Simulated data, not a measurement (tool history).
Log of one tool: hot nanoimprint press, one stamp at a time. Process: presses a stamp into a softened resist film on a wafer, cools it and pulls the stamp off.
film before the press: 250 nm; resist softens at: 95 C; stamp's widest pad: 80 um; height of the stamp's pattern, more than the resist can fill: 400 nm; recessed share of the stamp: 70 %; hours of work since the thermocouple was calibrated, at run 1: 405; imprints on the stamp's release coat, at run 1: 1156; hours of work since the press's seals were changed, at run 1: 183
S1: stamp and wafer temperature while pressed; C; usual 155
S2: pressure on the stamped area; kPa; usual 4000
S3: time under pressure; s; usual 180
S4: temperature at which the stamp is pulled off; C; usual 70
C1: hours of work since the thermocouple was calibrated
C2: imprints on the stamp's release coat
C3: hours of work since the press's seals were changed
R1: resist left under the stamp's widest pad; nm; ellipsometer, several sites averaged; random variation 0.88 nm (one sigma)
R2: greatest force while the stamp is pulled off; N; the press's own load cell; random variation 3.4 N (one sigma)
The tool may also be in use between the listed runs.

run   hour   S1    S2   S3  S4   C1    C2   C3     R1   R2
  1    0.0  155  4000  180  70  405  1156  183  132.5  206
  2    7.5  155  4000  180  66  411  1187  188  136.0  207
  3   18.8  155  4000  180  78  418  1233  196  136.1  194
  4   30.0  155  4000  180  70  426  1280  204  136.0  203
      38.3  -- stamp cleaned and given a new release coat
  5   49.7  155  4000  180  70  436    48  213  137.0  163
  6   64.4  155  4000  180  70  446   108  224  134.2  165
  7   74.8  155  4000  180  70  453   151  231  136.2  166
  8   82.1  155  4000  180  70  458   181  236  136.2  173
  9   88.8  155  4000  180  60  463   209  240  136.4  195
 10   99.9  155  4000  180  60  470   255  248  135.6  189
 11  115.9  155  4000  180  60  481   321  259  140.0  199
 12  125.1  155  4000  180  60  488   359  266  138.5  194
 13  141.1  155  4000  180  62  499   426  277  137.7  192
 14  152.9  155  4000  190  62  507   474  285  134.8  193
 15  167.2  155  4000  180  70  517   534  295  139.4  180
 16  176.4  155  4000  180  61  523   572  301  139.6  208
 17  185.5  162  4000  180  70  530   610  307   94.4  195
 18  199.6  162  4000  180  70  539   668  317   96.2  191
 19  214.3  162  4000  180  70  549   729  327   94.9  195
 20  226.6  162  4000  180  70  558   780  336   94.5  196
     236.0  -- plate thermocouple calibrated
 21  242.8  162  4000  180  70    5   834  345   82.8  192
 22  251.7  162  4000  180  70   11   871  351   81.7  184
 23  258.5  162  4000  180  70   16   899  356   82.7  194
 24  267.4  155  4000  230  74   22   936  362  113.0  184
 25  280.0  163  3370  134  70   30   988  371   94.5  193
 26  291.1  163  3370  134  70   38  1034  378   95.4  198
 27  299.5  163  3370  134  70   44  1069  384   95.3  201
 28  308.3  147  6400  204  69   50  1105  390  150.3  201
 29  315.5  147  6400   94  69   55  1135  395  183.7  200

4 ways to go on from here, each from the tool as it stands after run 29. What would each give?
  A  322.1  149  4000  180  70  60  1162  400   ?   ?
  B  322.1  162  2550  239  69  60  1162  400   ?   ?
  C  322.1  155  4000  180  69  60  1162  400   ?   ?
  D  322.1  149  4000  226  67  60  1162  400   ?   ?

run     R1   R2
  A  167.1  204
  B   96.5  203
  C  123.3  199
  D  155.7  214
Without the tool's hidden state the same runs would have given:
run     R1   R2
  A  165.1  164
  B   95.3  163
  C  121.4  160
  D  153.6  172
